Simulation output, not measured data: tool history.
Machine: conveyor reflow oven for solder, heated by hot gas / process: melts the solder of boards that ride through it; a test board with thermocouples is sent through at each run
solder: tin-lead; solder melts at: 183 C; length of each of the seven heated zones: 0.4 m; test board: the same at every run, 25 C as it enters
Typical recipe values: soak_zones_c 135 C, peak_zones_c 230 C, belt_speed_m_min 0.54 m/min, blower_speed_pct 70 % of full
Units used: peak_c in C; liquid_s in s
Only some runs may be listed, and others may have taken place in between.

run	hour	soak_zones_c	peak_zones_c	belt_speed_m_min	blower_speed_pct	peak_c	liquid_s
1	0	135	230	0.54	70	215.6	64.1
2	18.6	135	230	0.54	70	215.4	64.3
3	42.8	135	230	0.54	51	208.2	54.9
4	62	135	230	0.54	51	208.3	54.9
5	80.9	135	230	0.54	51	208.1	54.5
6	94.1	135	238	0.54	70	222.4	70.3
7	106.3	135	238	0.54	70	222.6	70.3
8	120	135	230	0.54	70	215.6	64.4
9	143.8	135	230	0.54	85	219.3	68.4
10	171.1	135	230	0.54	70	215.4	64.5
11	198.5	135	230	0.54	70	215.4	64.6
12	217.8	135	230	0.54	70	215.4	64.2
13	243.4	135	230	0.54	70	215.3	64.8
14	255.1	135	230	0.54	59	211.9	59.4
15	274.5	135	230	0.54	59	211.9	59.6
16	291.7	134	218	0.605	61	198.7	36.1
17	316.3	135	230	0.54	60	212.3	60
18	337.8	135	230	0.54	60	212.3	60.6
19	358.7	135	230	0.547	76	216.9	65.1
20	372	126	230	0.54	57	209.2	53.2
21	394.7	126	230	0.54	57	209	53.1
22	415.5	135	221	0.552	78	209.2	57.7
23	432.1	135	230	0.561	62	211.8	57.2
24	451.8	147	241	0.54	70	227.3	78.3
25	471.5	135	242	0.616	70	221.6	59.9
26	494.2	133	242	0.616	70	221.4	59.2
27	508.4	144	230	0.54	70	217.2	69.4

Missing from the log above: 2 entries noted between runs. For each, name the pair of listed runs it sits between and say how the tool's hidden condition differs from the listed run just before to the listed run just after:
Run 3 -> run 4: thermocouples of zones 6 and 7 changed (hour 62)
  heat that the gas passes to the board, % of a clean oven's: 99.9 -> 99.8; true gas temperature in zones 6 and 7 over the reading, C: 0.01 -> 0
Run 12 -> run 13: flux residue cleaned out of gas plates and filters (hour 237.9)
  heat that the gas passes to the board, % of a clean oven's: 99.8 -> 100

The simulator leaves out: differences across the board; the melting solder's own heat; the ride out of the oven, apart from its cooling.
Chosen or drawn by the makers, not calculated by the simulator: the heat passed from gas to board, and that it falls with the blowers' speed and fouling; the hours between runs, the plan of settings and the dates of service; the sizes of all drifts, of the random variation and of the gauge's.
